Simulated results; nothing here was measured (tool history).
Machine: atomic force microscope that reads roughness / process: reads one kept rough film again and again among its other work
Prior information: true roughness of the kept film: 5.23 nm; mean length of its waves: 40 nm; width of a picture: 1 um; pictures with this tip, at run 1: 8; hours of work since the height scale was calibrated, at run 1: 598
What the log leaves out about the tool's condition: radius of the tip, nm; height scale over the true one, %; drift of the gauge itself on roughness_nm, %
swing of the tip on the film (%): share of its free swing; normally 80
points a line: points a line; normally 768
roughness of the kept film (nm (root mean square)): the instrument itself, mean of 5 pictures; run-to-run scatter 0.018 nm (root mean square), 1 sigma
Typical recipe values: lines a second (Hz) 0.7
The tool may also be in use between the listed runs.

run     day  lines a second (Hz)  swing of the tip on the film (%)  points a line  pictures with this tip  hours of work since the height scale was calibrated  roughness of the kept film (nm (root mean square))
  1       0                  0.7                                80            768                       8                                                  598                                               4.314
  2    0.85                  0.7                                80            768                      41                                                  611                                               4.319
  3   1.742                  0.7                                80            768                      75                                                  625                                               4.346
  4   2.558                  0.7                                80            768                     106                                                  637                                               4.291
      2.842  -- new tip fitted
  5   3.892                  0.7                                80            768                      40                                                  658                                               4.313
  6   4.508                0.994                                80            768                      64                                                  667                                               4.177
  7   5.104                0.994                                80            768                      86                                                  676                                               4.178
  8   5.725                  0.7                                80            768                     110                                                  686                                               4.295
      5.896  -- new tip fitted
  9   7.046                  0.7                                80            530                      44                                                  706                                               4.334
 10   7.658                  0.7                                80            530                      67                                                  716                                               4.294
 11   8.746                  0.7                                80            368                     109                                                  733                                               4.288
      8.958  -- new tip fitted
 12   9.829                  0.7                                80            368                      33                                                  749                                               4.268
 13  11.054                  0.7                                80            768                      80                                                  768                                                 4.3
 14  11.892                  0.7                                80            413                     112                                                  781                                               4.292
     11.983  -- new tip fitted
 15  13.046                  0.7                                80            563                      40                                                  799                                               4.321
 16  14.075                2.237                                80            768                      79                                                  815                                               3.736
     15.017  -- new tip fitted
 17  15.383                2.237                                80            768                      14                                                  835                                               3.756
 18  16.521                2.237                                80            768                      57                                                  852                                               3.741
 19  17.579                2.237                                80            768                      98                                                  869                                                3.69
     18.129  -- new tip fitted
 20  18.325                2.237                                76            768                       7                                                  880                                                3.87
 21  18.883                2.237                                76            768                      29                                                  888                                               3.876
 22  19.946                0.897                                79            896                      69                                                  905                                               4.226
 23  20.938                3.238                                80            768                     107                                                  920                                               3.453
     21.225  -- new tip fitted
 24  22.146                2.098                                80            768                      35                                                  939                                               3.791
 25  22.929                2.098                                80            768                      65                                                  951                                               3.778
 26  23.725                2.098                                80            768                      96                                                  963                                               3.744
     24.262  -- new tip fitted
 27      25                2.098                                80            768                      29                                                  983                                                3.77
 28  25.938                 0.67                                61            467                      64                                                  997                                               4.514
 29  27.125                0.738                                79            849                     110                                                 1016                                                 4.3
     27.367  -- new tip fitted
 30  28.025                0.738                                58            294                      25                                                 1029                                               4.481
 31  29.354                0.738                                58            294                      76                                                 1050                                               4.463
 32  29.912                1.164                                58            598                      97                                                 1058                                               4.457
     30.462  -- new tip fitted
 33  30.729                1.164                                58            598                      10                                                 1071                                               4.442
 34  31.283                1.164                                58            598                      31                                                 1079                                               4.473
 35  32.462                1.164                                65            598                      76                                                 1098                                               4.396
     33.542  -- new tip fitted
 36  33.725                1.674                                86            436                       7                                                 1117                                               3.722

Hidden condition of the tool, last listed run before each entry between runs versus first listed run after:
In the gap between runs 4 and 5: new tip fitted (day 2.842)
  radius of the tip, nm: 10.2 -> 10.1
In the gap between runs 8 and 9: new tip fitted (day 5.896)
  radius of the tip, nm: 10.2 -> 10.1
In the gap between runs 11 and 12: new tip fitted (day 8.958)
  radius of the tip, nm: 10.2 -> 10.1
In the gap between runs 14 and 15: new tip fitted (day 11.983)
  radius of the tip, nm: 10.2 -> 10.1
In the gap between runs 16 and 17: new tip fitted (day 15.017)
  radius of the tip, nm: 10.2 -> 10
In the gap between runs 19 and 20: new tip fitted (day 18.129)
  radius of the tip, nm: 10.2 -> 10
In the gap between runs 23 and 24: new tip fitted (day 21.225)
  radius of the tip, nm: 10.2 -> 10.1
In the gap between runs 26 and 27: new tip fitted (day 24.262)
  radius of the tip, nm: 10.2 -> 10.1
In the gap between runs 29 and 30: new tip fitted (day 27.367)
  radius of the tip, nm: 10.2 -> 10
In the gap between runs 32 and 33: new tip fitted (day 30.462)
  radius of the tip, nm: 10.2 -> 10
In the gap between runs 35 and 36: new tip fitted (day 33.542)
  radius of the tip, nm: 10.1 -> 10
